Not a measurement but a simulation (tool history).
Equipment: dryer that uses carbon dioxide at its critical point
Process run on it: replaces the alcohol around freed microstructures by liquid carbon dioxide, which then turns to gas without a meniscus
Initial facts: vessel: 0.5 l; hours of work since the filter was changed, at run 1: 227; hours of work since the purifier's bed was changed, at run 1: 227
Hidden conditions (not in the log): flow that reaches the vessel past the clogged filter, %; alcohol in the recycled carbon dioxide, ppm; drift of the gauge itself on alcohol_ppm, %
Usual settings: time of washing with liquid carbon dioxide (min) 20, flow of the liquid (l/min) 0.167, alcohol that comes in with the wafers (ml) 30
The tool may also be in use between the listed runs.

run	day	time of washing with liquid carbon dioxide (min)	flow of the liquid (l/min)	alcohol that comes in with the wafers (ml)	hours of work since the filter was changed	hours of work since the purifier's bed was changed	alcohol left in the vessel before it's heated (ppm by volume)
1	0	20	0.167	30	227	227	540
2	0.512	20	0.167	30	236	236	542
3	1.142	20	0.167	30	247	247	529
4	1.775	20	0.167	30	258	258	544
5	2.142	20	0.167	30	264	264	544
6	2.608	20	0.167	30	273	273	548
7	3.167	20	0.167	30	282	282	575
8	3.746	32	0.167	30	293	293	60
9	4.396	32	0.167	30	304	304	66
10	4.746	20	0.17	30	310	310	523
11	5.329	20	0.17	30	321	321	535
12	5.883	20	0.167	30	330	330	580
13	6.296	20	0.169	30	338	338	574
14	6.762	20	0.169	30	346	346	560
15	7.05	20	0.169	30	351	351	566
16	7.417	20	0.111	62	357	357	5134
17	8.058	16	0.124	23	369	369	2778
18	8.621	30	0.143	31	379	379	191
19	9.233	21	0.167	39	389	389	622
20	9.85	28	0.167	114	400	400	394
21	10.175	28	0.167	114	406	406	394
22	10.512	28	0.167	114	412	412	401
23	10.954	28	0.167	114	420	420	403
24	11.588	13	0.207	45	431	431	2313
25	11.9	13	0.207	45	436	436	2399
26	12.308	13	0.111	61	444	444	16328
27	12.575	20	0.143	104	448	448	3976
28	13.129	21	0.109	113	458	458	9147
29	13.596	18	0.166	113	466	466	3884

Below are 4 alternative next runs, each starting from the tool's condition after run 29. Predict each:
A	13.921	14	0.25	97	472	472	?
B	13.921	27	0.273	35	472	472	?
C	13.921	23	0.167	20	472	472	?
D	13.921	20	0.146	22	472	472	?

run	alcohol left in the vessel before it's heated (ppm by volume)
A	1832
B	53
C	265
D	851
What these runs would have given with no unlogged condition in the tool:
run	alcohol left in the vessel before it's heated (ppm by volume)
A	1088
B	7
C	128
D	528
